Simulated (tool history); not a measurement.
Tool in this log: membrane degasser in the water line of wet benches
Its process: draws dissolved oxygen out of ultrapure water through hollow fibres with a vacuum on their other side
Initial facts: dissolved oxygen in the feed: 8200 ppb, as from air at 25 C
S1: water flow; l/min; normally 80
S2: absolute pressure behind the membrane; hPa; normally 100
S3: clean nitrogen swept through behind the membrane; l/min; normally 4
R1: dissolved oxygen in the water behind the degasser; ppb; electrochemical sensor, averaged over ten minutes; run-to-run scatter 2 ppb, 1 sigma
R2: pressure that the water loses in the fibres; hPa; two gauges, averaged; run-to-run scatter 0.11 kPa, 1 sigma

run 1 hour=0 | S1=80 S2=100 S3=4 | R1=432.5 R2=354.7
run 2 hour=38.6 | S1=73 S2=100 S3=4 | R1=387.2 R2=321.9
run 3 hour=60.6 | S1=73 S2=100 S3=4 | R1=390 R2=325.3
run 4 hour=89.8 | S1=73 S2=92 S3=4 | R1=360.1 R2=324.1
run 5 hour=117.3 | S1=62 S2=100 S3=4 | R1=327.2 R2=274.4
run 6 hour=150.3 | S1=80 S2=100 S3=4 | R1=430 R2=352.6
run 7 hour=175.9 | S1=80 S2=100 S3=4 | R1=430.3 R2=356.3
run 8 hour=222.5 | S1=80 S2=100 S3=4 | R1=429 R2=352.2
run 9 hour=255.8 | S1=80 S2=100 S3=4 | R1=428.7 R2=354.6
run 10 hour=293.9 | S1=80 S2=100 S3=4 | R1=429.1 R2=354.4
-- hour=297.3 vacuum gauge calibrated
run 11 hour=332.1 | S1=69 S2=100 S3=4 | R1=363.6 R2=307
run 12 hour=374.7 | S1=113 S2=116 S3=1.66 | R1=1104.5 R2=501.3
run 13 hour=411.5 | S1=63 S2=116 S3=1.66 | R1=692.6 R2=279.1
run 14 hour=442.6 | S1=98 S2=162 S3=2.51 | R1=1083.2 R2=433.9
run 15 hour=489.9 | S1=98 S2=162 S3=2.51 | R1=1069.9 R2=436.1
run 16 hour=516.6 | S1=105 S2=153 S3=2.03 | R1=1234.6 R2=465.8
run 17 hour=538.7 | S1=105 S2=161 S3=4.83 | R1=760.5 R2=464.6
run 18 hour=583.4 | S1=101 S2=71 S3=4 | R1=390.7 R2=448.5
run 19 hour=627.8 | S1=80 S2=100 S3=8.02 | R1=291 R2=355.3
run 20 hour=673.4 | S1=80 S2=100 S3=7.04 | R1=309.1 R2=354.2
run 21 hour=693.3 | S1=96 S2=130 S3=5.37 | R1=540.3 R2=425.4
run 22 hour=739.7 | S1=96 S2=130 S3=5.37 | R1=544.6 R2=425.9

Branching from run 22: 4 alternative next runs. What would each branch give?
run A hour=770.8 | S1=120 S2=81 S3=5.37 | R1=? R2=?
run B hour=770.8 | S1=60 S2=130 S3=4.45 | R1=? R2=?
run C hour=770.8 | S1=80 S2=100 S3=2.82 | R1=? R2=?
run D hour=770.8 | S1=80 S2=70 S3=2.49 | R1=? R2=?

run=A R1=464 R2=530.5
run=B R1=378 R2=266.1
run=C R1=524.2 R2=355.7
run=D R1=383.4 R2=356
Take away the tool's hidden state, keep each run's random variation, and the runs would have read:
run=A R1=459.5 R2=528.9
run=B R1=375.1 R2=265.3
run=C R1=520 R2=354.6
run=D R1=379 R2=355
